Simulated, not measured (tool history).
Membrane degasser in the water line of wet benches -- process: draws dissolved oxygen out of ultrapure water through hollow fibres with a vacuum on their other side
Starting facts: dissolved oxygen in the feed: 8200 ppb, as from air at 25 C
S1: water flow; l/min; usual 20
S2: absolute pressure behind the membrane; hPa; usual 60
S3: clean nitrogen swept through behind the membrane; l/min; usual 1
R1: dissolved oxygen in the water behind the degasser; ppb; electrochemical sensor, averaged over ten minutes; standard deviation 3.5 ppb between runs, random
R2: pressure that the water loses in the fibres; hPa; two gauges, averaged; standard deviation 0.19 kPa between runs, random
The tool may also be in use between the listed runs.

run     day  S1     S2    S3     R1     R2
  1       0  20     60     1  357.4  406.4
  2   2.558  20     60     1  350.6  407.5
  3   5.071  20   38.1     1  260.1  402.8
  4   7.525  22     60     1  400.4  442.7
  5   9.721  22     60     1    397  445.5
  6  12.062  22     60     1  396.3  445.3
  7  14.492  22     60     1  397.8  448.1
  8  15.896  22     60     1  389.2  444.5
  9  19.083  20  149.3     1  705.3  404.6
 10   20.55  20  149.3     1  715.7  405.6
 11  21.925  20  122.8     1  622.2  403.1
 12  24.004  20  122.8     1  602.5  406.4
     24.283  -- vacuum gauge calibrated
 13  26.271  20  122.8     1    606  404.1
 14  28.575  20  122.8     1  604.9  405.5
 15  30.929  16  122.8     1  485.9  325.3
 16  33.442  16  122.8     1  481.9  323.8
 17  36.567  16  122.8     1  483.7  323.7
 18  38.983  17   99.1  1.92    324  343.5
 19  40.829  20  115.8   2.2  401.5  405.1
 20  42.271  26   64.4  1.39  460.8  524.5
       44.1  -- vacuum gauge calibrated, once more
 21    45.5  20  124.1  1.67  468.7  402.8
 22  47.521  20  124.1  1.67  470.5  406.5
 23    49.1  20  124.1  1.67  476.6  407.3
 24  51.583  20  124.1  1.67  467.5    404
 25  54.625  24     60     1  430.1  485.6
 26  56.488  13     72  0.53  335.1  264.1
 27  58.579  13   45.9  0.57  193.7  265.3
 28  61.838  16   45.9   0.8  233.8  322.7
 29  64.838  20  124.8     1  618.5  405.4
 30  66.879  32     60     1  590.6  651.5
 31   68.75  22     60     1  392.4  442.7

Predict each of these 4 candidate next runs independently; none follows another, all start after run 31:
  A  71.667  22   75.5  0.78   ?   ?
  B  71.667  14     60     1   ?   ?
  C  71.667  31   63.4  1.69   ?   ?
  D  71.667  20  118.1  2.87   ?   ?

run     R1     R2
  A    512  446.7
  B  228.3  285.4
  C  518.5  625.8
  D  370.9  406.4
Without the tool's unlogged condition, the same runs would have read:
run     R1     R2
  A  506.1  442.7
  B  223.9  282.8
  C  509.2  620.1
  D  363.1  402.7
